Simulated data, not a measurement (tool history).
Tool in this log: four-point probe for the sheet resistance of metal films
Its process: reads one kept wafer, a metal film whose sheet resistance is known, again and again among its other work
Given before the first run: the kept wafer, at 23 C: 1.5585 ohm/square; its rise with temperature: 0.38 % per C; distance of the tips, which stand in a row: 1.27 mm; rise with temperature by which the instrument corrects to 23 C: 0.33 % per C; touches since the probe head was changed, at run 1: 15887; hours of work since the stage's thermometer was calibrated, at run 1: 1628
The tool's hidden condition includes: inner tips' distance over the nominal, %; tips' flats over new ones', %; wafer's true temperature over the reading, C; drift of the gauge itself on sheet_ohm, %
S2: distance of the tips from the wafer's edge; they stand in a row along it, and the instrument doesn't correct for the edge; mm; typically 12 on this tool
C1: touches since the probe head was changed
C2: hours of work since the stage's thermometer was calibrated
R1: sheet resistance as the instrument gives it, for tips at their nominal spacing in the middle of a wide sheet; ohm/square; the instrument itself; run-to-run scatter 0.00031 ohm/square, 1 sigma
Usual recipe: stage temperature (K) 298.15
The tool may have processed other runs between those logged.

run 1 hour=0 | stage_temperature_(K)=298.15 S2=12 | C1=15887 C2=1628 | R1=1.572312
run 2 hour=15 | stage_temperature_(K)=298.15 S2=12 | C1=16264 C2=1637 | R1=1.572638
run 3 hour=24 | stage_temperature_(K)=298.15 S2=12 | C1=16491 C2=1642 | R1=1.572319
run 4 hour=40.3 | stage_temperature_(K)=297.15 S2=12 | C1=16901 C2=1651 | R1=1.572053
run 5 hour=53 | stage_temperature_(K)=297.15 S2=12 | C1=17220 C2=1658 | R1=1.572035
run 6 hour=60.7 | stage_temperature_(K)=297.15 S2=12 | C1=17416 C2=1663 | R1=1.5717
run 7 hour=69.5 | stage_temperature_(K)=302.15 S2=12 | C1=17636 C2=1668 | R1=1.575722
run 8 hour=82.9 | stage_temperature_(K)=298.15 S2=29 | C1=17972 C2=1675 | R1=1.564696
run 9 hour=90.4 | stage_temperature_(K)=298.15 S2=41 | C1=18163 C2=1679 | R1=1.564156
run 10 hour=98.5 | stage_temperature_(K)=298.15 S2=41 | C1=18366 C2=1684 | R1=1.564306
run 11 hour=110.2 | stage_temperature_(K)=298.15 S2=41 | C1=18659 C2=1691 | R1=1.564789
run 12 hour=116.8 | stage_temperature_(K)=298.15 S2=11 | C1=18826 C2=1694 | R1=1.574322
run 13 hour=123.8 | stage_temperature_(K)=307.15 S2=12 | C1=19003 C2=1698 | R1=1.580151
run 14 hour=131.9 | stage_temperature_(K)=298.15 S2=12 | C1=19205 C2=1703 | R1=1.572426
run 15 hour=138.9 | stage_temperature_(K)=298.15 S2=12 | C1=19381 C2=1707 | R1=1.573028
run 16 hour=146 | stage_temperature_(K)=298.15 S2=12 | C1=19561 C2=1711 | R1=1.572884
run 17 hour=153.7 | stage_temperature_(K)=298.15 S2=12 | C1=19754 C2=1715 | R1=1.572757
run 18 hour=166.6 | stage_temperature_(K)=293.15 S2=12 | C1=20079 C2=1722 | R1=1.569095
-- hour=168.6 stage's thermometer calibrated
run 19 hour=179.8 | stage_temperature_(K)=298.15 S2=12 | C1=20399 C2=6 | R1=1.574419
run 20 hour=194.9 | stage_temperature_(K)=291.15 S2=12 | C1=20779 C2=15 | R1=1.568122
run 21 hour=206.7 | stage_temperature_(K)=291.15 S2=12 | C1=21076 C2=21 | R1=1.568271
run 22 hour=221.5 | stage_temperature_(K)=296.15 S2=12 | C1=21448 C2=30 | R1=1.572634
run 23 hour=233.2 | stage_temperature_(K)=296.15 S2=12 | C1=21743 C2=36 | R1=1.572722
run 24 hour=243.5 | stage_temperature_(K)=300.15 S2=28 | C1=22001 C2=42 | R1=1.568193
-- hour=251.9 stage's thermometer calibrated, once more
run 25 hour=253.7 | stage_temperature_(K)=299.15 S2=35 | C1=22244 C2=1 | R1=1.564099
run 26 hour=260.5 | stage_temperature_(K)=292.15 S2=71 | C1=22415 C2=5 | R1=1.557457
run 27 hour=272.8 | stage_temperature_(K)=292.15 S2=20 | C1=22725 C2=12 | R1=1.560339
run 28 hour=281.5 | stage_temperature_(K)=292.15 S2=20 | C1=22943 C2=17 | R1=1.559923
run 29 hour=294 | stage_temperature_(K)=292.15 S2=12 | C1=23258 C2=24 | R1=1.566343
run 30 hour=308.4 | stage_temperature_(K)=292.15 S2=12 | C1=23621 C2=32 | R1=1.566576
run 31 hour=316.2 | stage_temperature_(K)=302.15 S2=25 | C1=23818 C2=36 | R1=1.567366
run 32 hour=325.3 | stage_temperature_(K)=299.15 S2=9 | C1=24046 C2=41 | R1=1.579786
run 33 hour=337 | stage_temperature_(K)=299.15 S2=9 | C1=24340 C2=48 | R1=1.580109
run 34 hour=350.6 | stage_temperature_(K)=294.15 S2=29 | C1=24682 C2=56 | R1=1.561033
run 35 hour=360 | stage_temperature_(K)=305.15 S2=25 | C1=24918 C2=61 | R1=1.570679
run 36 hour=368.8 | stage_temperature_(K)=300.15 S2=10 | C1=25142 C2=66 | R1=1.578237
run 37 hour=382.7 | stage_temperature_(K)=308.15 S2=29 | C1=25491 C2=74 | R1=1.572195
run 38 hour=394.5 | stage_temperature_(K)=291.15 S2=8 | C1=25787 C2=80 | R1=1.577751

Estimate the outcome of run 39 from the log above:
run 39 hour=404.8 | stage_temperature_(K)=305.15 S2=26 | C1=26046 C2=86 | R1=?

{"run 39": {"R1": 1.57046}}
Without the tool's hidden state the same run would have given R1 1.567942 ohm/square.
